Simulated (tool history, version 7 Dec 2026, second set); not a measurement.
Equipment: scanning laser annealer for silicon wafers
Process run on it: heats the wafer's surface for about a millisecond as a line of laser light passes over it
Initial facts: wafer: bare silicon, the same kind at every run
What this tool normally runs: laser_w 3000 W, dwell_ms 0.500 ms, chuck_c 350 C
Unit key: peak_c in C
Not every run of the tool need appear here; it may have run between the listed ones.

{"run": 1, "hour": 0.0, "laser_w": 3000, "dwell_ms": 0.5, "chuck_c": 350, "peak_c": 1056}
{"run": 2, "hour": 16.4, "laser_w": 3000, "dwell_ms": 0.5, "chuck_c": 350, "peak_c": 1057}
{"run": 3, "hour": 32.9, "laser_w": 3000, "dwell_ms": 0.5, "chuck_c": 350, "peak_c": 1057}
{"run": 4, "hour": 57.6, "laser_w": 3000, "dwell_ms": 0.5, "chuck_c": 350, "peak_c": 1050}
{"run": 5, "hour": 80.9, "laser_w": 3000, "dwell_ms": 0.5, "chuck_c": 350, "peak_c": 1048}
{"run": 6, "hour": 105.8, "laser_w": 3000, "dwell_ms": 0.5, "chuck_c": 347, "peak_c": 1046}
{"run": 7, "hour": 124.8, "laser_w": 3000, "dwell_ms": 0.5, "chuck_c": 350, "peak_c": 1045}
{"hour": 153.7, "done": "window over the wafer cleaned"}
{"run": 8, "hour": 154.6, "laser_w": 3000, "dwell_ms": 0.5, "chuck_c": 350, "peak_c": 1090}
{"run": 9, "hour": 180.4, "laser_w": 3000, "dwell_ms": 0.5, "chuck_c": 350, "peak_c": 1090}
{"run": 10, "hour": 211.1, "laser_w": 3000, "dwell_ms": 0.5, "chuck_c": 350, "peak_c": 1085}
{"run": 11, "hour": 224.6, "laser_w": 3000, "dwell_ms": 0.5, "chuck_c": 350, "peak_c": 1083}
{"run": 12, "hour": 245.7, "laser_w": 3000, "dwell_ms": 0.5, "chuck_c": 350, "peak_c": 1083}
{"run": 13, "hour": 270.8, "laser_w": 3000, "dwell_ms": 0.5, "chuck_c": 350, "peak_c": 1082}
{"run": 14, "hour": 289.3, "laser_w": 3000, "dwell_ms": 0.5, "chuck_c": 350, "peak_c": 1080}
{"run": 15, "hour": 321.0, "laser_w": 3000, "dwell_ms": 0.5, "chuck_c": 350, "peak_c": 1077}
{"run": 16, "hour": 346.7, "laser_w": 3000, "dwell_ms": 0.5, "chuck_c": 350, "peak_c": 1071}
{"run": 17, "hour": 373.3, "laser_w": 3000, "dwell_ms": 0.5, "chuck_c": 350, "peak_c": 1069}
{"run": 18, "hour": 386.5, "laser_w": 3000, "dwell_ms": 0.5, "chuck_c": 350, "peak_c": 1067}
{"run": 19, "hour": 410.6, "laser_w": 3000, "dwell_ms": 0.5, "chuck_c": 350, "peak_c": 1065}
{"run": 20, "hour": 441.3, "laser_w": 3000, "dwell_ms": 0.5, "chuck_c": 350, "peak_c": 1065}
{"run": 21, "hour": 468.9, "laser_w": 3000, "dwell_ms": 0.5, "chuck_c": 350, "peak_c": 1059}
{"run": 22, "hour": 500.0, "laser_w": 3000, "dwell_ms": 0.449, "chuck_c": 355, "peak_c": 1020}
{"run": 23, "hour": 515.1, "laser_w": 3000, "dwell_ms": 0.449, "chuck_c": 355, "peak_c": 1019}
{"run": 24, "hour": 540.6, "laser_w": 3000, "dwell_ms": 0.449, "chuck_c": 355, "peak_c": 1017}
{"hour": 546.2, "done": "laser's power meter calibrated"}
{"run": 25, "hour": 566.7, "laser_w": 2792, "dwell_ms": 0.451, "chuck_c": 321, "peak_c": 928}
{"run": 26, "hour": 594.8, "laser_w": 2792, "dwell_ms": 0.451, "chuck_c": 321, "peak_c": 925}
{"run": 27, "hour": 618.6, "laser_w": 3240, "dwell_ms": 0.46, "chuck_c": 389, "peak_c": 1120}
{"run": 28, "hour": 649.0, "laser_w": 3276, "dwell_ms": 0.542, "chuck_c": 327, "peak_c": 1141}
{"run": 29, "hour": 663.0, "laser_w": 3276, "dwell_ms": 0.542, "chuck_c": 327, "peak_c": 1141}
{"hour": 686.1, "done": "laser's power meter calibrated, once more"}
{"hour": 689.6, "done": "window over the wafer cleaned"}
{"run": 30, "hour": 691.6, "laser_w": 3278, "dwell_ms": 0.41, "chuck_c": 313, "peak_c": 1046}
{"run": 31, "hour": 721.1, "laser_w": 3278, "dwell_ms": 0.41, "chuck_c": 313, "peak_c": 1043}
{"run": 32, "hour": 753.3, "laser_w": 3200, "dwell_ms": 0.53, "chuck_c": 331, "peak_c": 1152}
{"run": 33, "hour": 783.5, "laser_w": 3200, "dwell_ms": 0.53, "chuck_c": 331, "peak_c": 1147}
{"run": 34, "hour": 804.3, "laser_w": 3012, "dwell_ms": 0.551, "chuck_c": 327, "peak_c": 1098}
{"run": 35, "hour": 821.5, "laser_w": 2838, "dwell_ms": 0.551, "chuck_c": 327, "peak_c": 1044}
{"run": 36, "hour": 839.1, "laser_w": 2738, "dwell_ms": 0.5, "chuck_c": 362, "peak_c": 1007}
{"run": 37, "hour": 862.6, "laser_w": 2738, "dwell_ms": 0.5, "chuck_c": 362, "peak_c": 1007}
{"run": 38, "hour": 891.6, "laser_w": 2636, "dwell_ms": 0.5, "chuck_c": 361, "peak_c": 975}
{"run": 39, "hour": 906.5, "laser_w": 2636, "dwell_ms": 0.599, "chuck_c": 361, "peak_c": 1038}
{"run": 40, "hour": 932.5, "laser_w": 2636, "dwell_ms": 0.599, "chuck_c": 361, "peak_c": 1036}
{"run": 41, "hour": 962.4, "laser_w": 2636, "dwell_ms": 0.599, "chuck_c": 361, "peak_c": 1037}
{"run": 42, "hour": 994.2, "laser_w": 3078, "dwell_ms": 0.476, "chuck_c": 369, "peak_c": 1078}

Here are 3 independent what-if runs from the current tool condition. What would each one return?
{"run": "A", "hour": 1025.1, "laser_w": 3027, "dwell_ms": 0.368, "chuck_c": 328, "peak_c": "?"}
{"run": "B", "hour": 1025.1, "laser_w": 2658, "dwell_ms": 0.509, "chuck_c": 345, "peak_c": "?"}
{"run": "C", "hour": 1025.1, "laser_w": 2706, "dwell_ms": 0.562, "chuck_c": 369, "peak_c": "?"}

run=A peak_c=922
run=B peak_c=958
run=C peak_c=1032
With no hidden state in the tool, these same runs would have given:
run=A peak_c=957
run=B peak_c=994
run=C peak_c=1071

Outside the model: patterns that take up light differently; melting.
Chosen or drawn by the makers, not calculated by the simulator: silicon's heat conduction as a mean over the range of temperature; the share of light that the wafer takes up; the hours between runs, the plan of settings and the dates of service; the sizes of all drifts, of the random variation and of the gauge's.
